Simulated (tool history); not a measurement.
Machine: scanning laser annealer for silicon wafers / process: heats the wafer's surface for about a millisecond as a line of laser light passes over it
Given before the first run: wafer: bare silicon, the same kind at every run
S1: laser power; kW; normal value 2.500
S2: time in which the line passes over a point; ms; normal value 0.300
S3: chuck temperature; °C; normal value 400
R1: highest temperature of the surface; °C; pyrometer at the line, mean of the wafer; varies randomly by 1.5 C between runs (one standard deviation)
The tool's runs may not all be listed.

| run | hour | S1 | S2 | S3 | R1 |
|---|---|---|---|---|---|
| 1 | 0.0 | 2.500 | 0.300 | 400 | 1215 |
| 2 | 86.3 | 2.500 | 0.300 | 400 | 1218 |
| 3 | 149.9 | 2.500 | 0.300 | 400 | 1217 |
|  | 212.3 | optics aligned, line set to its width |
| 4 | 231.8 | 2.480 | 0.300 | 400 | 1214 |
| 5 | 302.3 | 2.480 | 0.300 | 400 | 1212 |
| 6 | 360.1 | 2.480 | 0.300 | 400 | 1214 |
|  | 368.8 | laser's power meter calibrated |
| 7 | 405.7 | 2.480 | 0.300 | 400 | 1214 |
| 8 | 484.1 | 2.480 | 0.300 | 400 | 1213 |
|  | 516.9 | laser's power meter calibrated, once more |
| 9 | 538.9 | 2.368 | 0.300 | 415 | 1187 |
| 10 | 580.6 | 2.580 | 0.234 | 432 | 1177 |
| 11 | 641.9 | 2.580 | 0.234 | 432 | 1175 |
|  | 657.8 | window over the wafer cleaned |
| 12 | 718.8 | 2.677 | 0.298 | 396 | 1286 |
| 13 | 792.7 | 2.257 | 0.342 | 396 | 1194 |
| 14 | 874.1 | 2.434 | 0.300 | 364 | 1172 |
| 15 | 949.3 | 2.434 | 0.243 | 423 | 1146 |
| 16 | 988.8 | 2.354 | 0.212 | 381 | 1032 |

Each row is a separate what-if for the run after 16, all from the same tool condition, not one after another. Results?
| A | 1063.7 | 2.184 | 0.216 | 410 | ? |
| B | 1063.7 | 2.354 | 0.212 | 371 | ? |
| C | 1063.7 | 2.732 | 0.228 | 400 | ? |
| D | 1063.7 | 2.332 | 0.228 | 365 | ? |
| E | 1063.7 | 2.354 | 0.377 | 435 | ? |

| run | R1 |
|---|---|
| A | 1016 |
| B | 1018 |
| C | 1191 |
| D | 1034 |
| E | 1309 |
Stripped of hidden state, with their random variation kept, the same runs would have yielded:
| run | R1 |
|---|---|
| A | 1021 |
| B | 1024 |
| C | 1199 |
| D | 1040 |
| E | 1317 |

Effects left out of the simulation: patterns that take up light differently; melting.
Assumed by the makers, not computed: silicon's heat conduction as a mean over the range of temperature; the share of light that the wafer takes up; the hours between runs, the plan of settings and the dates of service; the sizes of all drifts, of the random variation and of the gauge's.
